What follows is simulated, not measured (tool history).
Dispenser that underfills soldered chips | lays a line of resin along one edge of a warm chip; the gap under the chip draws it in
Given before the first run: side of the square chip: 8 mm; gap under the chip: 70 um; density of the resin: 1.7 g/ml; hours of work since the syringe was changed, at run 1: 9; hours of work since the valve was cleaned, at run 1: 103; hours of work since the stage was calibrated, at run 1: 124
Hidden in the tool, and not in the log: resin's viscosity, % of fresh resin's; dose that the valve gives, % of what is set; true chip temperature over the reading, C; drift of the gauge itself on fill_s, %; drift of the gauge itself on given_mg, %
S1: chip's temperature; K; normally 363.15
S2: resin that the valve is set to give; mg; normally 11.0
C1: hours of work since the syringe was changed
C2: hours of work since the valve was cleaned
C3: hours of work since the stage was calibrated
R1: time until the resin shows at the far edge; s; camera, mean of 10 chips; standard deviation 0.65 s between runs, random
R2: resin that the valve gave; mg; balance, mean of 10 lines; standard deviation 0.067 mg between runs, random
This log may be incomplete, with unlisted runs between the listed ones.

run,hour,S1,S2,C1,C2,C3,R1,R2
1,0.0,363.15,11.0,9,103,124,118.3,10.11
# hour 4.6: new syringe of resin
2,5.7,352.15,11.0,1,106,127,104.8,10.16
3,12.3,363.15,11.0,5,110,131,86.2,10.19
4,22.9,363.15,11.0,11,117,138,146.7,10.01
# hour 24.2: new syringe of resin
5,30.6,363.15,11.0,4,121,142,82.6,9.98
6,35.9,363.15,11.0,7,124,145,105.2,10.01
# hour 43.2: dispensing valve cleaned and set on the balance
# hour 44.5: new syringe of resin
7,45.2,363.15,11.0,0,1,150,59.1,11.12
8,55.2,363.15,11.0,6,7,156,99.2,10.99
9,61.6,372.15,11.0,10,11,160,93.2,10.95
# hour 63.6: new syringe of resin
10,71.9,367.15,10.1,5,17,166,71.2,10.02
# hour 82.3: new syringe of resin
11,82.5,376.15,10.3,0,23,172,32.6,10.15
12,91.5,363.15,13.0,6,29,178,87.5,12.86
13,100.2,364.15,9.6,11,34,183,139.8,9.49
# hour 101.0: new syringe of resin
14,110.2,364.15,9.6,6,40,189,88.8,9.28
15,115.5,349.15,11.3,9,43,192,232.7,11.03
# hour 120.0: new syringe of resin
16,123.6,349.15,11.3,2,48,197,132.3,10.99
17,130.3,349.15,11.3,6,52,201,185.8,10.85
# hour 138.7: new syringe of resin
18,142.0,349.15,14.0,2,59,208,126.0,13.50

What if the next run were any one of these 3? Each begins from the tool's condition after run 18:
A,149.8,377.15,11.4,7,63,213,?,?
B,149.8,357.15,10.8,7,63,213,?,?
C,149.8,349.15,10.8,7,63,213,?,?

run,R1,R2
A,52.6,10.94
B,130.8,10.19
C,194.3,10.34
With the hidden condition removed and each run's random variation left untouched, the same runs would have given:
run,R1,R2
A,30.8,11.44
B,77.0,10.66
C,114.5,10.81

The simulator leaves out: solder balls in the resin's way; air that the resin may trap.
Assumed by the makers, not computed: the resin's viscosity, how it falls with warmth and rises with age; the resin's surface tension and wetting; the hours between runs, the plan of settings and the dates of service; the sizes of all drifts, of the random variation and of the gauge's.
